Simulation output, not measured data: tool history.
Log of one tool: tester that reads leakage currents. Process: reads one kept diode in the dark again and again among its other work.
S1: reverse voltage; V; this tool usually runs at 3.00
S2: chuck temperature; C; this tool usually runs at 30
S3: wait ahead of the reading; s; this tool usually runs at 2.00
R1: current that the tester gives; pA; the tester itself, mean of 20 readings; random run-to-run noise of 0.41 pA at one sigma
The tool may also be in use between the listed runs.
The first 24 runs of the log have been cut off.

Run 25, hour 2703.1: usual settings but S2 23 C. Result: R1 72.24 pA.
Run 26, hour 2818.6: usual settings but S1 13.59 V, S2 23 C. Result: R1 131.32 pA.
Run 27, hour 2961.1: usual settings but S1 4.31 V, S3 0.41 s. Result: R1 152.47 pA.
Run 28, hour 3053.4: usual settings but S2 31 C. Result: R1 144.19 pA.
Run 29, hour 3125.4: usual settings but S1 1.59 V, S3 2.43 s. Result: R1 104.21 pA.
Run 30, hour 3210.1: usual settings but S1 1.59 V, S3 2.43 s. Result: R1 104.06 pA.
Run 31, hour 3295.0: usual settings but S1 6.50 V, S3 5.42 s. Result: R1 176.80 pA.
At hour 3332.4: probe card cleaned and baked.
Run 32, hour 3390.0: usual settings but S1 1.82 V, S2 46 C. Result: R1 406.64 pA.
Run 33, hour 3531.3: usual settings but S1 1.82 V, S2 46 C, S3 0.66 s. Result: R1 402.78 pA.
Run 34, hour 3671.5: usual settings but S1 1.73 V, S2 45 C, S3 6.32 s. Result: R1 364.20 pA.
Run 35, hour 3763.4: usual settings but S1 17.17 V, S2 40 C, S3 6.04 s. Result: R1 556.98 pA.
Run 36, hour 3898.2: usual settings but S2 39 C, S3 0.30 s. Result: R1 272.73 pA.

Here are 4 independent what-if runs from the current tool condition. What would each one return?
At hour 3920.7: tester calibrated.
Run A, hour 4055.0: usual settings but S1 14.79 V, S2 25 C, S3 1.73 s. Result: R1 ?.
At hour 3920.7: tester calibrated.
Run B, hour 4055.0: usual settings but S1 1.99 V, S2 20 C, S3 9.18 s. Result: R1 ?.
At hour 3920.7: tester calibrated.
Run C, hour 4055.0: usual settings but S1 1.26 V, S2 39 C, S3 1.35 s. Result: R1 ?.
At hour 3920.7: tester calibrated.
Run D, hour 4055.0: usual settings but S1 6.49 V, S2 31 C, S3 1.85 s. Result: R1 ?.

run      R1
  A  147.30
  B   43.31
  C  192.13
  D  179.16
Had the tool no hidden state, the same runs would have come out as:
run      R1
  A  158.00
  B   47.96
  C  213.65
  D  197.53
